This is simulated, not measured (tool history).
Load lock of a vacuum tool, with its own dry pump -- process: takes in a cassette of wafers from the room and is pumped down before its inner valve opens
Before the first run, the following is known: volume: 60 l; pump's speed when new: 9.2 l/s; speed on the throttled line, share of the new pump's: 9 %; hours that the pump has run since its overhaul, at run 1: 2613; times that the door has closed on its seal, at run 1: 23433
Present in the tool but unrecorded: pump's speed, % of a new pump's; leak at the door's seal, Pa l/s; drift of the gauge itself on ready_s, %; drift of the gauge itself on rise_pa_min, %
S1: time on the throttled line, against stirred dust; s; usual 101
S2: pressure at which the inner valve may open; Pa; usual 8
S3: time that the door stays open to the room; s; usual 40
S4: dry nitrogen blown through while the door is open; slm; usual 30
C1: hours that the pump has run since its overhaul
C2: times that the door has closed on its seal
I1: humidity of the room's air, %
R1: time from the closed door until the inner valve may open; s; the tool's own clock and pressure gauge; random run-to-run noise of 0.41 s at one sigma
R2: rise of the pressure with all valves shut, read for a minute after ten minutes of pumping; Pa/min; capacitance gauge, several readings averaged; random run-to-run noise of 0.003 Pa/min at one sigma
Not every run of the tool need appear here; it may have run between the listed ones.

Run 1, day 0.000: usual settings; C1 2613; C2 23433; I1 44.8. Result: R1 156.0 s, R2 0.073 Pa/min.
Run 2, day 6.025: usual settings but S4 11 slm; C1 2758; C2 23798; I1 42.8. Result: R1 155.9 s, R2 0.081 Pa/min.
Run 3, day 11.596: usual settings but S4 11 slm; C1 2892; C2 24135; I1 44.6. Result: R1 155.8 s, R2 0.083 Pa/min.
Run 4, day 16.792: usual settings but S4 11 slm; C1 3016; C2 24449; I1 45.4. Result: R1 156.9 s, R2 0.083 Pa/min.
Run 5, day 22.229: usual settings but S2 6 Pa, S4 11 slm; C1 3147; C2 24778; I1 48.3. Result: R1 157.9 s, R2 0.088 Pa/min.
Run 6, day 27.008: usual settings but S2 6 Pa, S4 11 slm; C1 3261; C2 25067; I1 47.0. Result: R1 158.2 s, R2 0.087 Pa/min.
Run 7, day 35.408: usual settings but S2 6 Pa, S4 11 slm; C1 3463; C2 25576; I1 44.7. Result: R1 158.5 s, R2 0.086 Pa/min.
Run 8, day 43.646: usual settings; C1 3661; C2 26074; I1 41.9. Result: R1 156.5 s, R2 0.082 Pa/min.
Run 9, day 51.754: usual settings; C1 3855; C2 26564; I1 45.6. Result: R1 156.9 s, R2 0.085 Pa/min.
Run 10, day 55.925: usual settings; C1 3955; C2 26817; I1 43.6. Result: R1 156.8 s, R2 0.086 Pa/min.
Run 11, day 60.925: usual settings; C1 4075; C2 27119; I1 44.5. Result: R1 157.2 s, R2 0.089 Pa/min.
Run 12, day 65.433: usual settings; C1 4184; C2 27392; I1 46.9. Result: R1 157.2 s, R2 0.097 Pa/min.
Run 13, day 70.658: usual settings; C1 4309; C2 27708; I1 45.1. Result: R1 156.2 s, R2 0.087 Pa/min.
Run 14, day 77.125: usual settings but S2 11 Pa; C1 4464; C2 28099; I1 48.8. Result: R1 154.5 s, R2 0.095 Pa/min.
Run 15, day 84.854: usual settings but S2 6 Pa; C1 4650; C2 28567; I1 47.3. Result: R1 159.5 s, R2 0.094 Pa/min.
Run 16, day 91.058: usual settings but S2 6 Pa, S4 10 slm; C1 4799; C2 28942; I1 45.3. Result: R1 159.5 s, R2 0.101 Pa/min.
Run 17, day 95.188: usual settings but S2 13 Pa; C1 4898; C2 29192; I1 50.5. Result: R1 153.5 s, R2 0.102 Pa/min.
Run 18, day 99.396: usual settings but S2 13 Pa; C1 4999; C2 29447; I1 45.0. Result: R1 154.1 s, R2 0.102 Pa/min.
Run 19, day 106.896: usual settings but S2 13 Pa; C1 5179; C2 29900; I1 42.7. Result: R1 153.2 s, R2 0.105 Pa/min.
Run 20, day 112.229: usual settings but S1 63 s, S2 7 Pa, S3 59 s, S4 40 slm; C1 5307; C2 30223; I1 46.1. Result: R1 123.7 s, R2 0.109 Pa/min.
Run 21, day 116.692: usual settings but S1 63 s, S2 7 Pa, S3 59 s, S4 40 slm; C1 5414; C2 30493; I1 45.0. Result: R1 123.8 s, R2 0.106 Pa/min.
Run 22, day 123.362: usual settings but S1 63 s, S2 7 Pa, S3 59 s, S4 40 slm; C1 5574; C2 30897; I1 46.9. Result: R1 123.4 s, R2 0.111 Pa/min.
Run 23, day 131.000: usual settings but S3 29 s, S4 6 slm; C1 5757; C2 31358; I1 45.7. Result: R1 157.7 s, R2 0.126 Pa/min.
Run 24, day 137.754: usual settings but S1 76 s, S2 15 Pa, S3 36 s, S4 13 slm; C1 5919; C2 31767; I1 46.0. Result: R1 130.5 s, R2 0.124 Pa/min.
Run 25, day 143.892: usual settings but S2 10 Pa, S3 74 s, S4 37 slm; C1 6067; C2 32138; I1 41.7. Result: R1 157.4 s, R2 0.115 Pa/min.
Run 26, day 148.983: usual settings but S2 12 Pa, S4 9 slm; C1 6189; C2 32447; I1 45.6. Result: R1 155.1 s, R2 0.128 Pa/min.
Run 27, day 154.333: usual settings but S1 107 s, S4 11 slm; C1 6317; C2 32770; I1 43.9. Result: R1 163.4 s, R2 0.132 Pa/min.
Run 28, day 158.629: usual settings but S1 82 s, S3 46 s, S4 7 slm; C1 6420; C2 33030; I1 44.5. Result: R1 140.3 s, R2 0.134 Pa/min.
Run 29, day 165.817: usual settings but S1 168 s, S3 46 s, S4 42 slm; C1 6593; C2 33465; I1 42.3. Result: R1 219.2 s, R2 0.123 Pa/min.
Run 30, day 169.288: usual settings but S1 168 s, S3 46 s, S4 11 slm; C1 6676; C2 33675; I1 45.1. Result: R1 218.6 s, R2 0.133 Pa/min.
Run 31, day 172.717: usual settings but S1 78 s; C1 6758; C2 33882; I1 45.3. Result: R1 137.6 s, R2 0.131 Pa/min.
Run 32, day 180.812: usual settings but S2 7 Pa, S4 34 slm; C1 6953; C2 34372; I1 42.2. Result: R1 159.2 s, R2 0.129 Pa/min.
Run 33, day 186.958: usual settings but S2 6 Pa, S3 160 s, S4 34 slm; C1 7100; C2 34744; I1 42.8. Result: R1 160.3 s, R2 0.137 Pa/min.
Run 34, day 192.042: usual settings but S1 180 s, S2 6 Pa, S3 160 s, S4 34 slm; C1 7222; C2 35051; I1 46.5. Result: R1 231.5 s, R2 0.141 Pa/min.
Run 35, day 199.896: usual settings but S1 201 s, S2 13 Pa, S3 51 s, S4 9 slm; C1 7411; C2 35527; I1 42.4. Result: R1 244.8 s, R2 0.143 Pa/min.
Run 36, day 203.808: usual settings but S1 133 s, S2 13 Pa, S3 59 s, S4 9 slm; C1 7505; C2 35763; I1 46.6. Result: R1 183.1 s, R2 0.153 Pa/min.
At day 205.425: door's seal changed, seat wiped.
Run 37, day 207.558: usual settings but S3 90 s, S4 9 slm; C1 7593; C2 129; I1 43.0. Result: R1 158.4 s, R2 0.024 Pa/min.

Below are 3 alternative next runs, each starting from the tool's condition after run 37. Predict each:
Run A, day 210.975: usual settings but S2 6 Pa, S3 38 s, S4 20 slm; C1 7675; C2 336; I1 43.7. Result: R1 ?, R2 ?.
Run B, day 210.975: usual settings but S3 47 s, S4 9 slm; C1 7675; C2 336; I1 43.4. Result: R1 ?, R2 ?.
Run C, day 210.975: usual settings but S3 34 s, S4 19 slm; C1 7675; C2 336; I1 39.9. Result: R1 ?, R2 ?.

run     R1     R2
  A  160.6  0.016
  B  158.1  0.020
  C  159.0  0.016
Without the tool's unlogged condition, the same runs would have read:
run     R1     R2
  A  156.4  0.015
  B  153.9  0.019
  C  154.8  0.015
